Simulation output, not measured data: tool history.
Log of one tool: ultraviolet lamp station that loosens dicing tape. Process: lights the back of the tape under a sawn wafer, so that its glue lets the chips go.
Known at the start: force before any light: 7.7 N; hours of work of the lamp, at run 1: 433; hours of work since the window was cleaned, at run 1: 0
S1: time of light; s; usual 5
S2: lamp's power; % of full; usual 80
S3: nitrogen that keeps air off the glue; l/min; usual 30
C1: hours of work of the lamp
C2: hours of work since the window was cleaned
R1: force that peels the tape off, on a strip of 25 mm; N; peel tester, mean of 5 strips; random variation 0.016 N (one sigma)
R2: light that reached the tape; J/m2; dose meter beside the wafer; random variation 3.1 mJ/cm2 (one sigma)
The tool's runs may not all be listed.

| run | hour | S1 | S2 | S3 | C1 | C2 | R1 | R2 |
|---|---|---|---|---|---|---|---|---|
| 1 | 0.0 | 5 | 80 | 30 | 433 | 0 | 0.898 | 4520 |
| 2 | 44.4 | 5 | 80 | 30 | 459 | 26 | 0.892 | 4440 |
| 3 | 86.8 | 5 | 80 | 30 | 484 | 51 | 0.945 | 4410 |
| 4 | 151.5 | 5 | 80 | 30 | 521 | 88 | 0.961 | 4300 |
| 5 | 247.2 | 5 | 80 | 30 | 577 | 144 | 1.044 | 4210 |
| 6 | 337.7 | 5 | 80 | 30 | 630 | 197 | 1.025 | 4120 |
| 7 | 395.0 | 5 | 63 | 30 | 663 | 230 | 1.610 | 3170 |
| 8 | 457.0 | 5 | 63 | 30 | 699 | 266 | 1.676 | 3070 |
| 9 | 508.1 | 5 | 80 | 30 | 729 | 296 | 1.130 | 3870 |
| 10 | 603.9 | 7 | 80 | 30 | 785 | 352 | 0.700 | 5300 |
|  | 628.7 | window cleaned of glue's vapour |
| 11 | 699.2 | 7 | 96 | 30 | 840 | 41 | 0.407 | 6870 |
| 12 | 788.8 | 5 | 80 | 30 | 892 | 93 | 1.112 | 4010 |
| 13 | 845.4 | 5 | 80 | 30 | 925 | 126 | 1.090 | 4000 |
| 14 | 904.8 | 5 | 80 | 30 | 960 | 161 | 1.137 | 3840 |
| 15 | 961.4 | 8 | 80 | 30 | 993 | 194 | 0.503 | 6140 |
| 16 | 1004.1 | 8 | 80 | 30 | 1018 | 219 | 0.520 | 6070 |
| 17 | 1097.3 | 8 | 80 | 30 | 1072 | 273 | 0.553 | 5850 |
| 18 | 1167.5 | 8 | 80 | 30 | 1113 | 314 | 0.556 | 5740 |
| 19 | 1223.4 | 8 | 80 | 30 | 1145 | 346 | 0.557 | 5610 |
|  | 1258.1 | window cleaned of glue's vapour |
| 20 | 1286.4 | 5 | 66 | 30 | 1182 | 17 | 1.496 | 3210 |
| 21 | 1326.3 | 5 | 66 | 30 | 1205 | 40 | 1.568 | 3180 |
| 22 | 1372.5 | 5 | 78 | 45 | 1232 | 67 | 1.143 | 3720 |
| 23 | 1413.0 | 5 | 79 | 27 | 1256 | 90 | 1.258 | 3760 |
| 24 | 1482.4 | 10 | 64 | 48 | 1296 | 131 | 0.465 | 5900 |
| 25 | 1564.2 | 10 | 64 | 48 | 1344 | 178 | 0.493 | 5740 |
| 26 | 1607.8 | 10 | 64 | 48 | 1369 | 204 | 0.478 | 5700 |
| 27 | 1655.7 | 4 | 80 | 54 | 1397 | 232 | 1.663 | 2800 |
| 28 | 1742.7 | 5 | 96 | 18 | 1448 | 282 | 1.261 | 4090 |
| 29 | 1802.8 | 5 | 96 | 18 | 1483 | 317 | 1.284 | 4030 |
| 30 | 1880.4 | 5 | 96 | 18 | 1528 | 363 | 1.341 | 3880 |
|  | 1888.6 | window cleaned of glue's vapour |
| 31 | 1921.6 | 5 | 63 | 19 | 1552 | 19 | 2.032 | 2920 |
| 32 | 1968.9 | 3 | 63 | 11 | 1579 | 47 | 3.753 | 1700 |
| 33 | 2045.2 | 4 | 91 | 17 | 1624 | 91 | 1.854 | 3180 |
| 34 | 2111.6 | 8 | 93 | 30 | 1662 | 130 | 0.463 | 6380 |
| 35 | 2202.1 | 3 | 94 | 30 | 1715 | 183 | 2.374 | 2390 |
| 36 | 2287.2 | 6 | 89 | 25 | 1765 | 232 | 1.028 | 4340 |
|  | 2320.6 | lamp changed |
| 37 | 2365.9 | 9 | 96 | 9 | 26 | 277 | 0.356 | 9490 |
| 38 | 2417.0 | 6 | 92 | 23 | 56 | 307 | 0.572 | 5960 |
| 39 | 2489.5 | 5 | 80 | 37 | 98 | 349 | 0.903 | 4260 |
|  | 2521.3 | window cleaned of glue's vapour |
| 40 | 2580.6 | 7 | 80 | 30 | 151 | 35 | 0.470 | 6460 |
| 41 | 2666.7 | 5 | 98 | 30 | 201 | 85 | 0.602 | 5560 |
| 42 | 2735.7 | 2 | 80 | 30 | 241 | 125 | 3.111 | 1800 |

3 ways to go on from here, each from the tool as it stands after run 42. What would each give?
| A | 2821.4 | 5 | 74 | 30 | 291 | 175 | ? | ? |
| B | 2821.4 | 3 | 69 | 30 | 291 | 175 | ? | ? |
| C | 2821.4 | 4 | 65 | 30 | 291 | 175 | ? | ? |

| run | R1 | R2 |
|---|---|---|
| A | 1.071 | 4020 |
| B | 2.442 | 2230 |
| C | 1.775 | 2840 |
Without the tool's hidden state the same runs would have given:
| run | R1 | R2 |
|---|---|---|
| A | 0.892 | 4460 |
| B | 2.168 | 2480 |
| C | 1.537 | 3150 |

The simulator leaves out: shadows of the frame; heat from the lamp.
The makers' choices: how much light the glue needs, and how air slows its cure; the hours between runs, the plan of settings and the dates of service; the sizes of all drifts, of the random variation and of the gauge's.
